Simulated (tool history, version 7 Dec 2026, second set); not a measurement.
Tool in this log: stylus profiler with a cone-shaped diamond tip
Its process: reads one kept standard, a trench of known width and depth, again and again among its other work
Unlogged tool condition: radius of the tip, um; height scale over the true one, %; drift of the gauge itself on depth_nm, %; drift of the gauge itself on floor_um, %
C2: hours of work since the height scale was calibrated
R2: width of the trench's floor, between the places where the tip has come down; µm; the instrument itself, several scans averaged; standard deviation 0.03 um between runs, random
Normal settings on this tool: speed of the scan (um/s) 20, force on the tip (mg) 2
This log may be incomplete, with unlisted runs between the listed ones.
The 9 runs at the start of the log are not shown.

Run 10, hour 377.3: usual settings but speed of the scan (um/s) 29; scans with this tip 5507; C2 190. Result: depth of the trench (Å) 1014.7, R2 17.53 µm.
Run 11, hour 432.7: usual settings but speed of the scan (um/s) 29; scans with this tip 5699; C2 229. Result: depth of the trench (Å) 1014.2, R2 17.5 µm.
Run 12, hour 470.2: usual settings but speed of the scan (um/s) 29; scans with this tip 5829; C2 255. Result: depth of the trench (Å) 1014.8, R2 17.5 µm.
Run 13, hour 514.2: usual settings but speed of the scan (um/s) 14; scans with this tip 5981; C2 286. Result: depth of the trench (Å) 1014, R2 17.57 µm.
Run 14, hour 558.1: usual settings but speed of the scan (um/s) 14; scans with this tip 6134; C2 317. Result: depth of the trench (Å) 1014.4, R2 17.58 µm.
Run 15, hour 599.1: usual settings but speed of the scan (um/s) 15; scans with this tip 6276; C2 345. Result: depth of the trench (Å) 1014.1, R2 17.57 µm.
Run 16, hour 631.9: usual settings but speed of the scan (um/s) 15; scans with this tip 6389; C2 368. Result: depth of the trench (Å) 1014.3, R2 17.59 µm.
Run 17, hour 669.1: usual settings but speed of the scan (um/s) 15, force on the tip (mg) 5.95; scans with this tip 6518; C2 394. Result: depth of the trench (Å) 1030.2, R2 17.55 µm.
Run 18, hour 696.9: usual settings but speed of the scan (um/s) 77; scans with this tip 6615; C2 414. Result: depth of the trench (Å) 1013.8, R2 17.21 µm.
Run 19, hour 752.7: usual settings but speed of the scan (um/s) 77; scans with this tip 6808; C2 453. Result: depth of the trench (Å) 1013.8, R2 17.22 µm.
Run 20, hour 784.3: usual settings but speed of the scan (um/s) 11, force on the tip (mg) 1.05; scans with this tip 6918; C2 475. Result: depth of the trench (Å) 1008.2, R2 17.56 µm.
Run 21, hour 833.3: usual settings but speed of the scan (um/s) 19, force on the tip (mg) 4.93; scans with this tip 7088; C2 509. Result: depth of the trench (Å) 1026.5, R2 17.51 µm.
Run 22, hour 875.3: usual settings but speed of the scan (um/s) 19, force on the tip (mg) 1.31; scans with this tip 7233; C2 538. Result: depth of the trench (Å) 1009.4, R2 17.5 µm.
Run 23, hour 915.8: usual settings but speed of the scan (um/s) 21, force on the tip (mg) 0.79; scans with this tip 7374; C2 567. Result: depth of the trench (Å) 1006.8, R2 17.4 µm.
Run 24, hour 942.4: usual settings but speed of the scan (um/s) 10, force on the tip (mg) 1.02; scans with this tip 7466; C2 585. Result: depth of the trench (Å) 1007.3, R2 17.52 µm.
Run 25, hour 980: usual settings but speed of the scan (um/s) 6, force on the tip (mg) 1.02; scans with this tip 7596; C2 612. Result: depth of the trench (Å) 1006.8, R2 17.52 µm.

Predict the results of run 26:
Run 26, hour 1003.5: usual settings but speed of the scan (um/s) 6, force on the tip (mg) 0.85; scans with this tip 7678; C2 628. Result: depth of the trench (Å) ?, R2 ?.

Run 26 came out at depth of the trench (Å) 1005.8, R2 17.52 µm.
Had the tool carried no hidden state, the very same run would have given depth of the trench (Å) 1008.1, R2 17.97 µm.
